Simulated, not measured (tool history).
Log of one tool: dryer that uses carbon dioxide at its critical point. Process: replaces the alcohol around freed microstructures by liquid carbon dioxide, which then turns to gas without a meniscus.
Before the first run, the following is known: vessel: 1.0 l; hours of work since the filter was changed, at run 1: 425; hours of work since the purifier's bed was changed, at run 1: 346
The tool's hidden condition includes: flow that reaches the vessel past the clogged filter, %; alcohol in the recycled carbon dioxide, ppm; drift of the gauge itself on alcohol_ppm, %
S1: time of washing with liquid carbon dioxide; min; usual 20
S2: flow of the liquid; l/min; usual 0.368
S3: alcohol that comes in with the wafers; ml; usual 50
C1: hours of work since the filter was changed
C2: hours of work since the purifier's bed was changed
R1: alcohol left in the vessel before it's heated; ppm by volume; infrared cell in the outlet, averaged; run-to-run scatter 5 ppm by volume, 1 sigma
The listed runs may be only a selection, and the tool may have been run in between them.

run 1 hour=0 | S1=20 S2=0.368 S3=50 | C1=425 C2=346 | R1=195
-- hour=7.1 inlet filter changed
run 2 hour=21.1 | S1=20 S2=0.368 S3=50 | C1=6 C2=355 | R1=143
run 3 hour=50.3 | S1=30 S2=0.368 S3=50 | C1=20 C2=369 | R1=127
run 4 hour=70 | S1=30 S2=0.368 S3=50 | C1=29 C2=378 | R1=118
run 5 hour=91 | S1=30 S2=0.368 S3=50 | C1=39 C2=387 | R1=120
run 6 hour=123 | S1=20 S2=0.368 S3=50 | C1=53 C2=402 | R1=165
run 7 hour=143.2 | S1=20 S2=0.368 S3=50 | C1=63 C2=411 | R1=170
run 8 hour=174.7 | S1=20 S2=0.368 S3=50 | C1=77 C2=426 | R1=179
run 9 hour=195.9 | S1=20 S2=0.368 S3=44 | C1=87 C2=436 | R1=179
run 10 hour=223.4 | S1=20 S2=0.368 S3=44 | C1=100 C2=448 | R1=187
run 11 hour=251 | S1=20 S2=0.368 S3=44 | C1=112 C2=461 | R1=194
run 12 hour=264.6 | S1=20 S2=0.368 S3=50 | C1=119 C2=467 | R1=193
run 13 hour=287.5 | S1=20 S2=0.368 S3=50 | C1=129 C2=478 | R1=198
run 14 hour=308.8 | S1=20 S2=0.368 S3=50 | C1=139 C2=488 | R1=199
run 15 hour=336.2 | S1=20 S2=0.368 S3=50 | C1=151 C2=500 | R1=209
-- hour=350.2 purifier's bed changed
run 16 hour=360.4 | S1=20 S2=0.368 S3=50 | C1=161 C2=5 | R1=63
run 17 hour=390.8 | S1=20 S2=0.368 S3=50 | C1=175 C2=19 | R1=65
run 18 hour=404.5 | S1=20 S2=0.368 S3=50 | C1=182 C2=25 | R1=74
run 19 hour=417.9 | S1=20 S2=0.368 S3=50 | C1=188 C2=31 | R1=72
run 20 hour=447 | S1=20 S2=0.368 S3=50 | C1=201 C2=45 | R1=79
run 21 hour=472.5 | S1=20 S2=0.368 S3=50 | C1=213 C2=56 | R1=82
run 22 hour=502.1 | S1=20 S2=0.368 S3=50 | C1=226 C2=70 | R1=91
run 23 hour=527.2 | S1=21 S2=0.386 S3=50 | C1=238 C2=81 | R1=71
run 24 hour=549.7 | S1=24 S2=0.386 S3=50 | C1=248 C2=92 | R1=46
run 25 hour=575.6 | S1=24 S2=0.386 S3=50 | C1=260 C2=104 | R1=43
run 26 hour=595.2 | S1=18 S2=0.308 S3=26 | C1=269 C2=113 | R1=215
run 27 hour=610 | S1=29 S2=0.308 S3=26 | C1=276 C2=120 | R1=49
run 28 hour=641.5 | S1=30 S2=0.322 S3=115 | C1=291 C2=134 | R1=69
run 29 hour=655.9 | S1=20 S2=0.548 S3=50 | C1=297 C2=141 | R1=51
run 30 hour=679 | S1=25 S2=0.416 S3=50 | C1=308 C2=151 | R1=54
run 31 hour=704 | S1=20 S2=0.575 S3=29 | C1=319 C2=163 | R1=47
run 32 hour=732.6 | S1=20 S2=0.309 S3=38 | C1=333 C2=176 | R1=218
run 33 hour=755.6 | S1=16 S2=0.535 S3=50 | C1=343 C2=187 | R1=89
run 34 hour=786.2 | S1=16 S2=0.535 S3=50 | C1=357 C2=201 | R1=110
run 35 hour=801.6 | S1=13 S2=0.444 S3=50 | C1=364 C2=208 | R1=404
run 36 hour=821.4 | S1=13 S2=0.419 S3=49 | C1=373 C2=217 | R1=508
run 37 hour=850.5 | S1=13 S2=0.608 S3=42 | C1=387 C2=230 | R1=132
run 38 hour=868.5 | S1=18 S2=0.452 S3=50 | C1=395 C2=239 | R1=136
run 39 hour=894.3 | S1=18 S2=0.452 S3=50 | C1=407 C2=250 | R1=131
run 40 hour=917.3 | S1=24 S2=0.389 S3=21 | C1=418 C2=261 | R1=93
run 41 hour=933.9 | S1=13 S2=0.358 S3=21 | C1=425 C2=269 | R1=495
-- hour=939 inlet filter changed
run 42 hour=954.6 | S1=13 S2=0.358 S3=21 | C1=7 C2=278 | R1=320
run 43 hour=974.6 | S1=24 S2=0.453 S3=50 | C1=16 C2=287 | R1=96

Run by run, hidden condition taken away, random variation retained:
run=1 R1=30
run=2 R1=32
run=3 R1=14
run=4 R1=4
run=5 R1=2
run=6 R1=37
run=7 R1=42
run=8 R1=44
run=9 R1=41
run=10 R1=43
run=11 R1=44
run=12 R1=39
run=13 R1=41
run=14 R1=41
run=15 R1=39
run=16 R1=45
run=17 R1=42
run=18 R1=47
run=19 R1=42
run=20 R1=44
run=21 R1=42
run=22 R1=44
run=23 R1=30
run=24 R1=10
run=25 R1=4
run=26 R1=119
run=27 R1=9
run=28 R1=16
run=29 R1=4
run=30 R1=3
run=31 R1=0
run=32 R1=95
run=33 R1=14
run=34 R1=30
run=35 R1=185
run=36 R1=242
run=37 R1=31
run=38 R1=32
run=39 R1=23
run=40 R1=6
run=41 R1=234
run=42 R1=218
run=43 R1=6
